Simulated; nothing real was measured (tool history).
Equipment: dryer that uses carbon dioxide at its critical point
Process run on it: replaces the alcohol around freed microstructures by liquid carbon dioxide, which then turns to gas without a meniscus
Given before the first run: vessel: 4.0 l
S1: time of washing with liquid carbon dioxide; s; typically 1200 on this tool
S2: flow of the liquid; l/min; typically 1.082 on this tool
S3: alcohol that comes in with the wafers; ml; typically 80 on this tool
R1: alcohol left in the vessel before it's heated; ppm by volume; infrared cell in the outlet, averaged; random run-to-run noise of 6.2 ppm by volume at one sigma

Run 1, hour 0: usual settings. Result: R1 391 ppm by volume.
Run 2, hour 11.2: usual settings. Result: R1 392 ppm by volume.
Run 3, hour 18.6: usual settings. Result: R1 409 ppm by volume.
Run 4, hour 26.6: usual settings. Result: R1 400 ppm by volume.
Run 5, hour 31.3: usual settings. Result: R1 404 ppm by volume.
Run 6, hour 41.6: usual settings. Result: R1 398 ppm by volume.
Run 7, hour 48.9: usual settings. Result: R1 395 ppm by volume.
Run 8, hour 56: usual settings but S2 1.18 l/min. Result: R1 303 ppm by volume.
Run 9, hour 66.9: usual settings but S2 1.74 l/min. Result: R1 75 ppm by volume.
Run 10, hour 78.5: usual settings but S2 1.74 l/min. Result: R1 66 ppm by volume.
Run 11, hour 88.5: usual settings but S2 1.74 l/min. Result: R1 76 ppm by volume.
Run 12, hour 95.9: usual settings but S2 1.74 l/min. Result: R1 72 ppm by volume.
Run 13, hour 103: usual settings but S1 1860 s, S2 1.76 l/min, S3 82 ml. Result: R1 31 ppm by volume.
Run 14, hour 110.6: usual settings but S3 97 ml. Result: R1 504 ppm by volume.
Run 15, hour 119.5: usual settings but S3 97 ml. Result: R1 517 ppm by volume.
Run 16, hour 126.9: usual settings but S1 1380 s, S2 1.09 l/min, S3 108 ml. Result: R1 313 ppm by volume.
Run 17, hour 133: usual settings but S1 1380 s, S2 1.09 l/min, S3 108 ml. Result: R1 336 ppm by volume.
Run 18, hour 139.1: usual settings but S1 1380 s, S2 1.09 l/min, S3 108 ml. Result: R1 324 ppm by volume.

Table of differences, measured result less the result of that run with no hidden state. Run-to-run variation is the same in both. Gauge scatter possibly is not:
The hidden state here: flow that reaches the vessel past the clogged filter, %; alcohol in the recycled carbon dioxide, ppm; drift of the gauge itself on alcohol_ppm, %.
run    R1
  1  +149
  2  +153
  3  +159
  4  +159
  5  +161
  6  +163
  7  +165
  8  +135
  9   +48
 10   +49
 11   +51
 12   +52
 13   +31
 14  +211
 15  +220
 16  +156
 17  +163
 18  +163

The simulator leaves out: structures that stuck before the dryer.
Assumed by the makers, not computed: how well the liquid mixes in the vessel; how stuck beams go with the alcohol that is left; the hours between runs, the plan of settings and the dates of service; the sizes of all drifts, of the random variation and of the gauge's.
